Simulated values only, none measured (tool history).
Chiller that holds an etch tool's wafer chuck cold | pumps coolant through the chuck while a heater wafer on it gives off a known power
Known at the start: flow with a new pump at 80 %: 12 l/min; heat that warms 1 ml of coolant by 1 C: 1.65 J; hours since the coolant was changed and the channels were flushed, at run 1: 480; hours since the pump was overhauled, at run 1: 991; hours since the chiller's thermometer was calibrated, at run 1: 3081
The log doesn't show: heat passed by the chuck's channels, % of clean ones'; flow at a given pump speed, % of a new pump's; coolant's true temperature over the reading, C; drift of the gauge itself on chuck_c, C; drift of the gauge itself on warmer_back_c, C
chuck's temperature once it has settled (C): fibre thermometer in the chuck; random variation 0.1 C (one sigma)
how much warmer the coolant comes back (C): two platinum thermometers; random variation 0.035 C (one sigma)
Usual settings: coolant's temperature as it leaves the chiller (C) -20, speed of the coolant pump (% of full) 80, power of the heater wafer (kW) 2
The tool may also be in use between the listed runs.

run    hour  coolant's temperature as it leaves the chiller (C)  speed of the coolant pump (% of full)  power of the heater wafer (kW)  hours since the coolant was changed and the channels were flushed  hours since the pump was overhauled  hours since the chiller's thermometer was calibrated  chuck's temperature once it has settled (C)  how much warmer the coolant comes back (C)
  1       0                                                 -20                                     80                               2                                                                480                                  991                                                  3081                                         -3.6                                         6.1
  2    96.6                                                 -20                                     80                               2                                                                577                                 1088                                                  3177                                         -3.6                                        6.11
  3     302                                                 -20                                     80                               2                                                                782                                 1293                                                  3383                                         -3.5                                        6.19
  4     455                                                 -20                                     80                               2                                                                935                                 1446                                                  3536                                         -3.4                                        6.19
  5   670.2                                                 -17                                     80                               2                                                               1150                                 1661                                                  3751                                         -0.3                                        6.23
  6   878.5                                                 -17                                     80                               2                                                               1359                                 1870                                                  3959                                         -0.1                                        6.23
     1080.1  -- chiller's thermometer calibrated
  7  1096.6                                                 -20                                     80                               2                                                               1576                                 2087                                                    17                                         -3.2                                        6.24
  8  1299.1                                                 -20                                     80                               2                                                               1778                                 2289                                                   219                                           -3                                        6.22
  9  1489.7                                                 -20                                     80                               2                                                               1969                                 2480                                                   410                                         -2.8                                        6.31
 10  1704.4                                                 -20                                     80                               2                                                               2183                                 2695                                                   624                                         -2.6                                        6.29
 11    1880                                                 -10                                     80                               2                                                               2359                                 2870                                                   800                                          7.6                                        6.37
 12  1970.6                                                 -10                                     80                               2                                                               2450                                 2961                                                   891                                          7.6                                        6.25
 13  2099.6                                                 -10                                     80                               2                                                               2579                                 3090                                                  1020                                          7.5                                        6.35
 14  2224.2                                                 -10                                     80                               2                                                               2703                                 3214                                                  1144                                            8                                        6.37
 15  2413.3                                                 -10                                     80                               2                                                               2892                                 3403                                                  1333                                          8.1                                        6.35
 16  2606.6                                                 -10                                     80                               2                                                               3086                                 3597                                                  1527                                          8.1                                        6.34
 17  2777.7                                                 -10                                     80                               2                                                               3257                                 3768                                                  1698                                          8.2                                         6.4
 18  2901.5                                                 -12                                     80                           1.602                                                               3381                                 3892                                                  1821                                          2.8                                        5.14
 19  3110.6                                                 -12                                     80                           1.602                                                               3590                                 4101                                                  2031                                          2.9                                         5.1
 20  3232.4                                                 -20                                     94                           1.117                                                               3711                                 4222                                                  2152                                          -11                                        3.02
 21  3446.3                                                 -20                                     94                           1.117                                                               3925                                 4436                                                  2366                                        -10.9                                        3.09
 22    3610                                                 -20                                     94                           1.117                                                               4089                                 4600                                                  2530                                        -10.8                                        3.08
 23  3726.2                                                 -19                                     63                           1.165                                                               4205                                 4716                                                  2646                                         -5.4                                        4.86
 24  3899.7                                                 -19                                     63                           1.165                                                               4379                                 4890                                                  2820                                         -5.3                                        4.79
 25  4066.7                                                 -20                                     77                           1.749                                                               4546                                 5057                                                  2987                                         -2.5                                        5.87
 26  4212.9                                                 -11                                     98                           1.638                                                               4692                                 5203                                                  3133                                          2.5                                        4.32
 27  4410.7                                                 -10                                     79                           1.354                                                               4890                                 5401                                                  3331                                          3.2                                        4.52
 28    4551                                                 -22                                     94                           2.861                                                               5030                                 5541                                                  3471                                          2.8                                         7.9
 29  4702.1                                                 -15                                     74                           1.033                                                               5181                                 5692                                                  3622                                         -4.1                                        3.68
 30  4871.9                                                 -28                                     80                           2.291                                                               5351                                 5862                                                  3792                                           -5                                        7.62
     4889.3  -- coolant changed, channels flushed
 31  5017.3                                                 -20                                     83                           2.501                                                                128                                 6001                                                  3931                                          0.6                                           8

3 ways to go on from here, each from the tool as it stands after run 31. What would each give?
  A  5178.8                                                 -20                                     80                           1.471                                                                290                                 6163                                                  4093                                            ?                                           ?
  B  5178.8                                                 -20                                     67                           2.728                                                                290                                 6163                                                  4093                                            ?                                           ?
  C  5178.8                                                 -17                                     64                           2.138                                                                290                                 6163                                                  4093                                            ?                                           ?

run  chuck's temperature once it has settled (C)  how much warmer the coolant comes back (C)
  A                                         -7.6                                        4.86
  B                                          7.2                                       10.88
  C                                            5                                        8.94
Without the tool's hidden state the same runs would have given:
run  chuck's temperature once it has settled (C)  how much warmer the coolant comes back (C)
  A                                         -8.6                                        4.42
  B                                            5                                        9.89
  C                                          3.2                                        8.12
